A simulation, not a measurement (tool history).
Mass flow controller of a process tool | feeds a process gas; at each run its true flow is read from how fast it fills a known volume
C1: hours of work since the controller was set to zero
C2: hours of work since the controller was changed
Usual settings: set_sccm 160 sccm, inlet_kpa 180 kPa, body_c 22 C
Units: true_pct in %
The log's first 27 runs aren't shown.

Run 28, hour 1913.9: usual settings but set_sccm 125 sccm, inlet_kpa 241 kPa; C1 2780; C2 2780. Result: true_pct 100.33 %.
Run 29, hour 1968.2: usual settings but set_sccm 51 sccm, inlet_kpa 195 kPa; C1 2811; C2 2811. Result: true_pct 100.72 %.
Run 30, hour 2059.8: usual settings but set_sccm 60 sccm, inlet_kpa 195 kPa, body_c 31 C; C1 2862; C2 2862. Result: true_pct 101.69 %.
Run 31, hour 2126.3: usual settings but set_sccm 60 sccm, inlet_kpa 195 kPa, body_c 31 C; C1 2899; C2 2899. Result: true_pct 101.73 %.
Run 32, hour 2177.6: usual settings but inlet_kpa 269 kPa; C1 2928; C2 2928. Result: true_pct 100.38 %.
Run 33, hour 2228.3: usual settings but set_sccm 75 sccm, inlet_kpa 195 kPa, body_c 28 C; C1 2956; C2 2956. Result: true_pct 101.34 %.
Run 34, hour 2328.9: usual settings but set_sccm 96 sccm, inlet_kpa 255 kPa, body_c 21 C; C1 3012; C2 3012. Result: true_pct 100.36 %.
Run 35, hour 2399.2: usual settings but set_sccm 96 sccm, inlet_kpa 255 kPa, body_c 21 C; C1 3051; C2 3051. Result: true_pct 100.44 %.
Run 36, hour 2495.3: usual settings but set_sccm 96 sccm, inlet_kpa 255 kPa, body_c 21 C; C1 3105; C2 3105. Result: true_pct 100.50 %.
Run 37, hour 2595.0: usual settings but set_sccm 96 sccm, inlet_kpa 255 kPa, body_c 21 C; C1 3161; C2 3161. Result: true_pct 100.58 %.
Run 38, hour 2644.2: usual settings but set_sccm 96 sccm, inlet_kpa 255 kPa, body_c 21 C; C1 3188; C2 3188. Result: true_pct 100.68 %.
Run 39, hour 2685.5: usual settings but set_sccm 96 sccm, inlet_kpa 255 kPa, body_c 29 C; C1 3211; C2 3211. Result: true_pct 101.47 %.
Run 40, hour 2730.0: usual settings but set_sccm 96 sccm, inlet_kpa 255 kPa, body_c 29 C; C1 3236; C2 3236. Result: true_pct 101.56 %.
At hour 2753.7: gauge calibrated.
Run 41, hour 2779.0: usual settings but inlet_kpa 146 kPa, body_c 32 C; C1 3264; C2 3264. Result: true_pct 101.00 %.
Run 42, hour 2834.0: usual settings but set_sccm 52 sccm, inlet_kpa 242 kPa, body_c 33 C; C1 3294; C2 3294. Result: true_pct 100.47 %.

Forecast each of these 4 alternatives for the next run:
Run A, hour 2890.3: usual settings but set_sccm 68 sccm, inlet_kpa 186 kPa, body_c 25 C; C1 3326; C2 3326. Result: true_pct ?.
Run B, hour 2890.3: usual settings but body_c 38 C; C1 3326; C2 3326. Result: true_pct ?.
Run C, hour 2890.3: usual settings but set_sccm 36 sccm, inlet_kpa 208 kPa, body_c 33 C; C1 3326; C2 3326. Result: true_pct ?.
Run D, hour 2890.3: usual settings but set_sccm 92 sccm, inlet_kpa 242 kPa, body_c 26 C; C1 3326; C2 3326. Result: true_pct ?.

run  true_pct
  A    100.12
  B    101.53
  C    100.62
  D     99.74
Without the tool's hidden state the same runs would have given:
run  true_pct
  A    100.03
  B    101.44
  C    100.53
  D     99.65

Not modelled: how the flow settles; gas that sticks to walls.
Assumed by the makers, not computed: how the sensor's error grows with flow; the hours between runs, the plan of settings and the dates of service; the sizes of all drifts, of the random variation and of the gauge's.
